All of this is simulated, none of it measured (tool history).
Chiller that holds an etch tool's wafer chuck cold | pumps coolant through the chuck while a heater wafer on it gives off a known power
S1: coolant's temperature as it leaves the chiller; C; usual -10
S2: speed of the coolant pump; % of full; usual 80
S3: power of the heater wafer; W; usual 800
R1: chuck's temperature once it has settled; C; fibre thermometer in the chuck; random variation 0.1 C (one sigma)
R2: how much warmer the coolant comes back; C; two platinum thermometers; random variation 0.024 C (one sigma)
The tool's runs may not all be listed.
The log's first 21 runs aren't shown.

run	hour	S1	S2	S3	R1	R2
22	645.5	-17	80	548	-12.7	1.80
23	680.1	-17	67	944	-9.0	3.77
24	712.9	-17	67	944	-8.9	3.73
25	755.5	-16	89	444	-12.7	1.16
26	795.4	-16	89	1155	-7.5	3.35
27	831.7	-16	89	1155	-7.5	3.33
28	851.2	-16	89	1155	-7.8	3.28
29	870.1	-3	99	800	2.5	1.88
30	909.4	-1	70	1037	7.6	3.74
31	948.0	-6	65	1037	3.0	4.08
32	986.9	-1	98	1037	6.2	2.54

Forecast each of these 4 alternatives for the next run:
A	1031.0	-13	98	1057	?	?
B	1031.0	-10	80	1074	?	?
C	1031.0	-1	70	1037	?	?
D	1031.0	-14	66	988	?	?

run	R1	R2
A	-5.8	2.54
B	-1.7	3.30
C	7.7	3.63
D	-5.5	3.71
Without the tool's hidden state the same runs would have given:
run	R1	R2
A	-5.8	2.98
B	-1.7	3.74
C	7.6	4.07
D	-5.5	4.15

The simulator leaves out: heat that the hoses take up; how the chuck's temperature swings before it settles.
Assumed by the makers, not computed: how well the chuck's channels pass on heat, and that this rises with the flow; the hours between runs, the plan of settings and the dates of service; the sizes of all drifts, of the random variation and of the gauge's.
